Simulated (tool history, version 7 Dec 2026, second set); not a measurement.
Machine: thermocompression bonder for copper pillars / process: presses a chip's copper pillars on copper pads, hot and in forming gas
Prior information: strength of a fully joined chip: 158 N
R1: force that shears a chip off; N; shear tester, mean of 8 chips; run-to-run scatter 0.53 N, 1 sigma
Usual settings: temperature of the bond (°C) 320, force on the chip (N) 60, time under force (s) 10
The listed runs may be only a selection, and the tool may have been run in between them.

Run 1, day 0.000: usual settings. Result: R1 75.1 N.
Run 2, day 1.242: usual settings. Result: R1 74.9 N.
Run 3, day 3.017: usual settings but temperature of the bond (°C) 300. Result: R1 62.7 N.
Run 4, day 4.821: usual settings. Result: R1 71.8 N.
Run 5, day 6.383: usual settings. Result: R1 72.6 N.
Run 6, day 7.871: usual settings. Result: R1 71.1 N.
Run 7, day 8.646: usual settings. Result: R1 71.4 N.
Run 8, day 9.954: usual settings. Result: R1 71.1 N.
Run 9, day 11.054: usual settings. Result: R1 69.6 N.
At day 12.712: forming gas filter changed.
Run 10, day 12.812: usual settings. Result: R1 79.0 N.
At day 12.983: heater calibrated with a thermocouple chip.
Run 11, day 14.038: usual settings but temperature of the bond (°C) 327, force on the chip (N) 64, time under force (s) 6. Result: R1 69.9 N.
Run 12, day 15.012: usual settings but temperature of the bond (°C) 346, force on the chip (N) 64, time under force (s) 20. Result: R1 112.2 N.
Run 13, day 15.812: usual settings but temperature of the bond (°C) 309, force on the chip (N) 64, time under force (s) 9. Result: R1 69.4 N.
Run 14, day 17.017: usual settings but temperature of the bond (°C) 329, force on the chip (N) 61, time under force (s) 20. Result: R1 101.0 N.
Run 15, day 17.808: usual settings but temperature of the bond (°C) 329, force on the chip (N) 61, time under force (s) 20. Result: R1 100.4 N.
Run 16, day 19.200: usual settings but temperature of the bond (°C) 329, force on the chip (N) 61, time under force (s) 20. Result: R1 99.0 N.
Run 17, day 19.958: usual settings but time under force (s) 12. Result: R1 79.2 N.
At day 21.383: heater calibrated with a thermocouple chip, once more.
Run 18, day 21.412: usual settings but time under force (s) 12. Result: R1 83.5 N.
Run 19, day 22.508: usual settings but temperature of the bond (°C) 307, force on the chip (N) 55, time under force (s) 20. Result: R1 84.3 N.

What does the tool deliver on the next run?
Run 20, day 24.312: usual settings but temperature of the bond (°C) 297, time under force (s) 18. Result: R1 ?.

Run 20 yielded R1 79.0 N.
Were there no unlogged condition in the tool, this run, its random variation unchanged, would have produced R1 81.4 N.
